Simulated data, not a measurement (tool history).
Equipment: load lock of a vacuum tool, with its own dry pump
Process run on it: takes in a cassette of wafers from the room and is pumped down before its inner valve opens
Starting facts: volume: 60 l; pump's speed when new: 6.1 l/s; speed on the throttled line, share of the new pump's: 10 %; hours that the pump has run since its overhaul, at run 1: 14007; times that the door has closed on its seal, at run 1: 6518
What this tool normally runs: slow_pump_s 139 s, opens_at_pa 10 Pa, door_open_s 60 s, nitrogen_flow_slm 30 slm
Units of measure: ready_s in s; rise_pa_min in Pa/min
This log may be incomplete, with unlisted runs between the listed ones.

| run | hour | slow_pump_s | opens_at_pa | door_open_s | nitrogen_flow_slm | hours that the pump has run since its overhaul | times that the door has closed on its seal | incoming humidity of the room's air, % | ready_s | rise_pa_min |
|---|---|---|---|---|---|---|---|---|---|---|
| 1 | 0.0 | 139 | 10 | 60 | 30 | 14007 | 6518 | 46.0 | 234.8 | 0.043 |
| 2 | 119.1 | 139 | 10 | 60 | 30 | 14126 | 6655 | 48.9 | 234.3 | 0.048 |
| 3 | 246.7 | 139 | 10 | 60 | 30 | 14254 | 6802 | 45.6 | 231.3 | 0.044 |
| 4 | 389.6 | 139 | 10 | 60 | 30 | 14397 | 6966 | 44.3 | 231.8 | 0.044 |
| 5 | 475.4 | 139 | 10 | 60 | 30 | 14482 | 7064 | 42.2 | 231.5 | 0.040 |
| 6 | 602.0 | 139 | 10 | 60 | 30 | 14609 | 7210 | 45.2 | 233.6 | 0.052 |
| 7 | 685.5 | 139 | 10 | 60 | 30 | 14692 | 7306 | 50.3 | 233.1 | 0.052 |
| 8 | 767.8 | 139 | 10 | 60 | 23 | 14775 | 7400 | 45.5 | 238.0 | 0.052 |
| 9 | 851.8 | 139 | 10 | 47 | 23 | 14859 | 7497 | 40.0 | 235.0 | 0.041 |
| 10 | 973.5 | 139 | 10 | 47 | 23 | 14980 | 7637 | 45.4 | 234.9 | 0.044 |
| 11 | 1076.1 | 139 | 7 | 47 | 23 | 15083 | 7755 | 46.1 | 237.8 | 0.046 |
| 12 | 1169.8 | 139 | 7 | 47 | 23 | 15177 | 7862 | 44.0 | 238.8 | 0.051 |
| 13 | 1250.5 | 139 | 7 | 47 | 23 | 15258 | 7955 | 42.7 | 236.9 | 0.050 |
| 14 | 1358.9 | 81 | 7 | 187 | 23 | 15366 | 8080 | 44.1 | 186.1 | 0.070 |
| 15 | 1499.1 | 81 | 7 | 187 | 23 | 15506 | 8241 | 43.3 | 188.6 | 0.074 |
| 16 | 1652.3 | 242 | 18 | 122 | 30 | 15659 | 8417 | 43.3 | 322.0 | 0.061 |
| 17 | 1777.7 | 242 | 18 | 122 | 30 | 15785 | 8561 | 47.4 | 317.6 | 0.062 |
| 18 | 1933.3 | 92 | 10 | 28 | 30 | 15940 | 8740 | 45.7 | 195.2 | 0.050 |
| 19 | 2060.2 | 92 | 10 | 42 | 30 | 16067 | 8886 | 43.3 | 194.5 | 0.055 |
| 20 | 2124.9 | 92 | 10 | 42 | 30 | 16132 | 8960 | 43.7 | 193.8 | 0.047 |
| 21 | 2233.4 | 83 | 10 | 60 | 21 | 16240 | 9085 | 45.1 | 186.7 | 0.059 |
| 22 | 2340.0 | 83 | 10 | 60 | 21 | 16347 | 9207 | 45.1 | 185.5 | 0.057 |
| 23 | 2451.1 | 193 | 10 | 206 | 30 | 16458 | 9335 | 44.4 | 283.1 | 0.073 |
| 24 | 2581.1 | 193 | 10 | 206 | 30 | 16588 | 9484 | 46.9 | 283.2 | 0.075 |

How would selected steps in ready_s from run to run divide? Give the signed amount a tool lacking its hidden state would still show from settings, what came in and random variation, and the signed amount left for the hidden state, including any gauge scatter that is not in both of the compared results.
Hidden conditions of the tool in this case: pump's speed, % of a new pump's; leak at the door's seal, Pa l/s; drift of the gauge itself on ready_s, %; drift of the gauge itself on rise_pa_min, %.
Run 15 -> 16: slow_pump_s 81 -> 242, opens_at_pa 7 -> 18, door_open_s 187 -> 122, nitrogen_flow_slm 23 -> 30. ready_s +133.4 s: hidden state -5.7, all else +139.1.
Run 17 -> 18: slow_pump_s 242 -> 92, opens_at_pa 18 -> 10, door_open_s 122 -> 28. ready_s -122.4 s: hidden state +5.2, all else -127.6.
